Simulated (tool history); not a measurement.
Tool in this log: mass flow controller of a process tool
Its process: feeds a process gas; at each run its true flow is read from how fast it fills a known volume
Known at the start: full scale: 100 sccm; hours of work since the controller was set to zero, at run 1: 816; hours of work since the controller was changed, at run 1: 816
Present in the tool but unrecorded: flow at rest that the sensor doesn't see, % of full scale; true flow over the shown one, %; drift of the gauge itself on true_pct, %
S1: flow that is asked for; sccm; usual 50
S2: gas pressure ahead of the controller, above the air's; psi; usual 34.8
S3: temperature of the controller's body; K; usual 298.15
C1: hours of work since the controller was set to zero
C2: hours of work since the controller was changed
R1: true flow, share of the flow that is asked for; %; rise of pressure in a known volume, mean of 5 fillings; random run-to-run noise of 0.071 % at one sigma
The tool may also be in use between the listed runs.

run 1 hour=0 | S1=50 S2=34.8 S3=298.15 | C1=816 C2=816 | R1=99.52
run 2 hour=148.9 | S1=50 S2=34.8 S3=298.15 | C1=911 C2=911 | R1=99.29
run 3 hour=225 | S1=46 S2=34.8 S3=298.15 | C1=959 C2=959 | R1=99.33
run 4 hour=323.5 | S1=46 S2=38.9 S3=298.15 | C1=1021 C2=1021 | R1=99.1
run 5 hour=478.3 | S1=60 S2=38.9 S3=298.15 | C1=1119 C2=1119 | R1=98.91
run 6 hour=606.1 | S1=50 S2=34.8 S3=298.15 | C1=1200 C2=1200 | R1=98.99
run 7 hour=687.6 | S1=93 S2=34.8 S3=294.15 | C1=1252 C2=1252 | R1=99.21
run 8 hour=758.5 | S1=11 S2=21.5 S3=308.15 | C1=1297 C2=1297 | R1=98.43
run 9 hour=869.6 | S1=11 S2=21.5 S3=308.15 | C1=1367 C2=1367 | R1=98.37
run 10 hour=948.5 | S1=38 S2=27 S3=300.15 | C1=1417 C2=1417 | R1=98.55
run 11 hour=1105.7 | S1=99 S2=22 S3=306.15 | C1=1517 C2=1517 | R1=98.63

Each row is a separate what-if for the run after 11, all from the same tool condition, not one after another. Results?
run A hour=1270.6 | S1=10 S2=22 S3=296.15 | C1=1621 C2=1621 | R1=?
run B hour=1270.6 | S1=50 S2=34.1 S3=298.15 | C1=1621 C2=1621 | R1=?
run C hour=1270.6 | S1=22 S2=29.2 S3=302.15 | C1=1621 C2=1621 | R1=?
run D hour=1270.6 | S1=18 S2=34.1 S3=296.15 | C1=1621 C2=1621 | R1=?
run E hour=1270.6 | S1=69 S2=34.8 S3=298.15 | C1=1621 C2=1621 | R1=?

run=A R1=98.49
run=B R1=98.39
run=C R1=98.12
run=D R1=98.26
run=E R1=98.34
With no hidden state in the tool, these same runs would have given:
run=A R1=99.81
run=B R1=99.69
run=C R1=99.42
run=D R1=99.57
run=E R1=99.64
